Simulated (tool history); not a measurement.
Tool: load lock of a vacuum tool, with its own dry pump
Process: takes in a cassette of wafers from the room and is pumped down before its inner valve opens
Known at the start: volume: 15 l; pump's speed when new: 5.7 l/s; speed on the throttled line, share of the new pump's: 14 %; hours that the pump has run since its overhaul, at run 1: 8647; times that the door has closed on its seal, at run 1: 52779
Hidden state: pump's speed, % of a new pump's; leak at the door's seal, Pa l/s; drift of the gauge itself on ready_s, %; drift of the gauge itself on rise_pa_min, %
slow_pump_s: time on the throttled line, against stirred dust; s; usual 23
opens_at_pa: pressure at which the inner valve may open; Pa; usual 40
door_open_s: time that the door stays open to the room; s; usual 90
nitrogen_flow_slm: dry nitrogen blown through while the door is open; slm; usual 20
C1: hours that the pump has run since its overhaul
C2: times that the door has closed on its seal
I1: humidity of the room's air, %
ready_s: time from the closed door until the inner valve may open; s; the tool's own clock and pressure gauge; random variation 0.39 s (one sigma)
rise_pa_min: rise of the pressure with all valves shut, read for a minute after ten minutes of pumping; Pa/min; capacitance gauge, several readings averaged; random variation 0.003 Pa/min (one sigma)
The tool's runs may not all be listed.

run 1 day=0.000 | slow_pump_s=23 opens_at_pa=40 door_open_s=90 nitrogen_flow_slm=20 | C1=8647 C2=52779 | I1=48.6 | ready_s=43.2 rise_pa_min=0.185
run 2 day=10.250 | slow_pump_s=23 opens_at_pa=40 door_open_s=90 nitrogen_flow_slm=20 | C1=8893 C2=53577 | I1=42.8 | ready_s=43.5 rise_pa_min=0.178
run 3 day=27.004 | slow_pump_s=23 opens_at_pa=40 door_open_s=90 nitrogen_flow_slm=20 | C1=9295 C2=54880 | I1=42.8 | ready_s=43.6 rise_pa_min=0.180
run 4 day=40.871 | slow_pump_s=23 opens_at_pa=40 door_open_s=90 nitrogen_flow_slm=20 | C1=9627 C2=55959 | I1=42.7 | ready_s=43.3 rise_pa_min=0.191
run 5 day=59.812 | slow_pump_s=23 opens_at_pa=40 door_open_s=90 nitrogen_flow_slm=11 | C1=10082 C2=57432 | I1=46.3 | ready_s=43.7 rise_pa_min=0.206
run 6 day=69.458 | slow_pump_s=23 opens_at_pa=40 door_open_s=90 nitrogen_flow_slm=11 | C1=10314 C2=58183 | I1=42.1 | ready_s=44.1 rise_pa_min=0.206
run 7 day=79.342 | slow_pump_s=35 opens_at_pa=40 door_open_s=90 nitrogen_flow_slm=20 | C1=10551 C2=58952 | I1=43.7 | ready_s=54.3 rise_pa_min=0.208
run 8 day=100.217 | slow_pump_s=35 opens_at_pa=40 door_open_s=90 nitrogen_flow_slm=20 | C1=11052 C2=60576 | I1=46.5 | ready_s=54.2 rise_pa_min=0.212
-- day=106.608 dry pump taken out, an overhauled one fitted
run 9 day=119.812 | slow_pump_s=35 opens_at_pa=40 door_open_s=90 nitrogen_flow_slm=5 | C1=317 C2=62081 | I1=47.1 | ready_s=49.7 rise_pa_min=0.249
run 10 day=141.179 | slow_pump_s=23 opens_at_pa=31 door_open_s=45 nitrogen_flow_slm=20 | C1=830 C2=63743 | I1=46.8 | ready_s=41.7 rise_pa_min=0.224
run 11 day=160.450 | slow_pump_s=23 opens_at_pa=29 door_open_s=90 nitrogen_flow_slm=20 | C1=1292 C2=65242 | I1=43.3 | ready_s=42.2 rise_pa_min=0.243
run 12 day=178.729 | slow_pump_s=23 opens_at_pa=71 door_open_s=110 nitrogen_flow_slm=20 | C1=1731 C2=66664 | I1=43.6 | ready_s=39.2 rise_pa_min=0.245
run 13 day=197.888 | slow_pump_s=31 opens_at_pa=69 door_open_s=110 nitrogen_flow_slm=13 | C1=2191 C2=68155 | I1=45.4 | ready_s=45.9 rise_pa_min=0.267
run 14 day=213.296 | slow_pump_s=13 opens_at_pa=76 door_open_s=60 nitrogen_flow_slm=15 | C1=2561 C2=69353 | I1=42.4 | ready_s=31.4 rise_pa_min=0.258
-- day=218.150 door's seal changed, seat wiped
run 15 day=233.154 | slow_pump_s=13 opens_at_pa=33 door_open_s=60 nitrogen_flow_slm=7 | C1=3036 C2=1167 | I1=45.4 | ready_s=33.0 rise_pa_min=0.045
run 16 day=242.529 | slow_pump_s=13 opens_at_pa=33 door_open_s=60 nitrogen_flow_slm=7 | C1=3261 C2=1897 | I1=48.5 | ready_s=33.3 rise_pa_min=0.055
run 17 day=257.762 | slow_pump_s=13 opens_at_pa=67 door_open_s=60 nitrogen_flow_slm=7 | C1=3626 C2=3082 | I1=46.5 | ready_s=31.7 rise_pa_min=0.052
run 18 day=274.529 | slow_pump_s=13 opens_at_pa=67 door_open_s=60 nitrogen_flow_slm=7 | C1=4029 C2=4386 | I1=43.2 | ready_s=31.8 rise_pa_min=0.044

Forecast each of these 3 alternatives for the next run:
run A day=285.612 | slow_pump_s=13 opens_at_pa=67 door_open_s=60 nitrogen_flow_slm=4 | C1=4295 C2=5248 | I1=44.9 | ready_s=? rise_pa_min=?
run B day=285.612 | slow_pump_s=36 opens_at_pa=55 door_open_s=82 nitrogen_flow_slm=7 | C1=4295 C2=5248 | I1=47.2 | ready_s=? rise_pa_min=?
run C day=285.612 | slow_pump_s=36 opens_at_pa=29 door_open_s=75 nitrogen_flow_slm=20 | C1=4295 C2=5248 | I1=43.6 | ready_s=? rise_pa_min=?

run=A ready_s=32.0 rise_pa_min=0.057
run=B ready_s=51.7 rise_pa_min=0.061
run=C ready_s=53.5 rise_pa_min=0.036
Without the tool's hidden state the same runs would have given:
run=A ready_s=30.5 rise_pa_min=0.052
run=B ready_s=50.4 rise_pa_min=0.056
run=C ready_s=52.1 rise_pa_min=0.031
